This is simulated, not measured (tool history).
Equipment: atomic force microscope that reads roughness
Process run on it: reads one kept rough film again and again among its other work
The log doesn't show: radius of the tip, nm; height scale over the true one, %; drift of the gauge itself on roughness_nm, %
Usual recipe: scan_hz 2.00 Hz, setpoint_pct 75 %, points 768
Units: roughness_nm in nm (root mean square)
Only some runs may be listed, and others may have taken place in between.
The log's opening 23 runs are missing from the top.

run	hour	scan_hz	setpoint_pct	points	pictures with this tip	hours of work since the height scale was calibrated	roughness_nm
# hour 247.0: new tip fitted
24	252.1	2.00	68	768	5	161	2.696
25	267.6	2.71	81	768	22	170	2.465
26	280.5	2.50	69	768	35	178	2.627
27	293.7	3.74	75	768	50	186	2.407
28	303.1	2.82	58	938	60	191	2.660
29	316.9	2.82	58	938	74	199	2.624
30	328.8	0.99	58	938	87	206	2.705
31	342.7	2.33	75	562	102	215	2.462
32	352.8	2.33	75	562	113	221	2.449
33	362.9	0.86	88	586	124	227	2.506
34	374.8	0.87	67	768	136	234	2.619
35	382.8	1.58	63	1004	145	238	2.566
36	398.1	2.00	75	797	161	247	2.441
37	412.6	3.76	84	493	177	256	2.088
38	423.9	3.76	84	493	189	262	2.065
39	437.2	3.76	84	493	203	270	2.065
40	446.0	0.74	86	452	213	276	2.465
41	457.0	0.74	86	452	224	282	2.428
42	467.4	0.99	60	331	235	288	2.494
43	476.7	2.76	61	690	245	294	2.406
# hour 487.4: new tip fitted
44	490.1	2.76	61	690	3	301	2.725

Predict each of these 3 candidate next runs independently; none follows another, all start after run 44:
A	501.5	0.58	68	812	16	308	?
B	501.5	0.80	78	772	16	308	?
C	501.5	1.52	61	690	16	308	?

run	roughness_nm
A	2.810
B	2.737
C	2.769
Without the tool's hidden state the same runs would have given:
run	roughness_nm
A	2.841
B	2.768
C	2.800
